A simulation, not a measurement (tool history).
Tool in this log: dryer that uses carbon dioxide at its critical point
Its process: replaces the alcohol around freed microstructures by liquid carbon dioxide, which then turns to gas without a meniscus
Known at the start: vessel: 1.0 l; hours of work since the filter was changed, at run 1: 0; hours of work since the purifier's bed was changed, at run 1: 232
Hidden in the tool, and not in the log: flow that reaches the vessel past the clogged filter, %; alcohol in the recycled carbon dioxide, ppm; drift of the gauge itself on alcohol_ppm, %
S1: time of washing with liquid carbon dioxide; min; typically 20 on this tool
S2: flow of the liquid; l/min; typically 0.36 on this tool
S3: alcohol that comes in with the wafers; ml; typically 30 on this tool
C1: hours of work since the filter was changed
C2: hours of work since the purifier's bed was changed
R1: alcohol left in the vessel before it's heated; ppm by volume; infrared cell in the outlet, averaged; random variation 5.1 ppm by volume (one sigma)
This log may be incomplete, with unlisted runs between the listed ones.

Run 1, hour 0: usual settings; C1 0; C2 232. Result: R1 71 ppm by volume.
Run 2, hour 47.7: usual settings but S2 0.422 l/min; C1 29; C2 260. Result: R1 38 ppm by volume.
Run 3, hour 108.4: usual settings but S2 0.422 l/min; C1 65; C2 297. Result: R1 41 ppm by volume.
Run 4, hour 157.1: usual settings but S2 0.422 l/min; C1 94; C2 326. Result: R1 49 ppm by volume.
Run 5, hour 220.1: usual settings but S2 0.422 l/min; C1 132; C2 364. Result: R1 42 ppm by volume.
Run 6, hour 265.9: usual settings but S1 31 min, S2 0.371 l/min, S3 23 ml; C1 160; C2 392. Result: R1 34 ppm by volume.
Run 7, hour 315.1: usual settings but S1 29 min, S2 0.221 l/min, S3 49 ml; C1 189; C2 421. Result: R1 302 ppm by volume.
Run 8, hour 352.8: usual settings but S1 29 min, S2 0.221 l/min, S3 49 ml; C1 212; C2 444. Result: R1 307 ppm by volume.
Run 9, hour 390.2: usual settings but S1 29 min, S2 0.221 l/min, S3 49 ml; C1 234; C2 466. Result: R1 321 ppm by volume.
Run 10, hour 426.3: usual settings but S1 29 min, S2 0.221 l/min, S3 49 ml; C1 256; C2 488. Result: R1 321 ppm by volume.

Consider 5 possible next runs. They are alternatives, not a sequence: every one starts from the tool as it was left by run 10. What does each give?
Run A, hour 466.5: usual settings but S3 66 ml; C1 280; C2 512. Result: R1 ?.
Run B, hour 466.5: usual settings but S1 23 min, S2 0.262 l/min, S3 25 ml; C1 280; C2 512. Result: R1 ?.
Run C, hour 466.5: usual settings but S2 0.562 l/min, S3 32 ml; C1 280; C2 512. Result: R1 ?.
Run D, hour 466.5: usual settings but S1 21 min, S2 0.293 l/min, S3 89 ml; C1 280; C2 512. Result: R1 ?.
Run E, hour 466.5: usual settings but S1 22 min, S3 41 ml; C1 280; C2 512. Result: R1 ?.

run   R1
  A  214
  B  234
  C   40
  D  651
  E   88
Had the tool no hidden state, the same runs would have come out as:
run   R1
  A  129
  B  154
  C   11
  D  451
  E   38
